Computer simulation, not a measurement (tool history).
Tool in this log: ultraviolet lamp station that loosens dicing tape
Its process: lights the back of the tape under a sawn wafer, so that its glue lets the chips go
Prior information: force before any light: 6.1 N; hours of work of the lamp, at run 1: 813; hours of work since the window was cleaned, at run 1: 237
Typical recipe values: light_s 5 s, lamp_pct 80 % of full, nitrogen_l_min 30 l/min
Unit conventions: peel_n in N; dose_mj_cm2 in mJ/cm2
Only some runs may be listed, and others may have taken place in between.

run   hour  light_s  lamp_pct  nitrogen_l_min  hours of work of the lamp  hours of work since the window was cleaned  peel_n  dose_mj_cm2
  1      0        5        80              30                        813                                         237     0.5          308
  2   28.4        5        80              30                        829                                         253   0.544          312
  3     48        5        80              30                        839                                         264   0.523          309
  4   80.1        5        80              30                        857                                         281   0.568          305
  5  105.5        5        80              30                        871                                         295   0.539          303
  6  140.6        5        80              30                        890                                         315   0.562          303
  7  161.7        5        64              30                        902                                         326   0.882          240
  8  178.1        5        64              30                        911                                         335   0.866          240
  9  218.3        5        96              30                        933                                         357   0.421          353
 10  237.6        5        65              30                        944                                         368   0.824          238
 11  273.9        5        80              30                        963                                         388   0.606          290
 12  301.5        5        80              21                        979                                         403   0.793          286
 13  334.7        4        73              33                        997                                         421   1.033          210
 14  355.5        4        73              33                       1008                                         433   1.033          208
 15  378.5        6        69              16                       1021                                         445   0.958          286
 16  405.1        6        69              16                       1036                                         460   0.911          289
 17    436        6        66              16                       1053                                         477   1.006          277
     458.4  -- window cleaned of glue's vapour
 18  475.5        6        66              16                       1074                                           9   0.852          302
 19  496.8        6        80              39                       1086                                          21   0.326          360
 20  530.1        4        80              30                       1104                                          39   0.819          246
 21  559.5        5        80              30                       1120                                          56   0.588          298
 22  598.3        6        67              32                       1142                                          77   0.533          296
 23  638.6        6        67              14                       1164                                          99   0.978          292

Had the tool no unlogged condition, and each run kept its random variation, what would the results have been?
The tool's hidden condition here consists of: lamp's light, % of a new lamp's; light that the window lets through, % of a clean one's; drift of the gauge itself on peel_n, %; drift of the gauge itself on dose_mj_cm2, %.
run  peel_n  dose_mj_cm2
  1   0.326          384
  2   0.353          391
  3   0.332          389
  4   0.359          387
  5   0.335          387
  6   0.343          390
  7   0.544          311
  8   0.533          312
  9   0.259          464
 10    0.49          315
 11   0.344          387
 12    0.45          385
 13   0.601          284
 14   0.592          283
 15   0.537          393
 16   0.503          399
 17   0.555          386
 18   0.546          384
 19   0.218          461
 20   0.509          315
 21   0.352          387
 22   0.313          389
 23    0.59          388
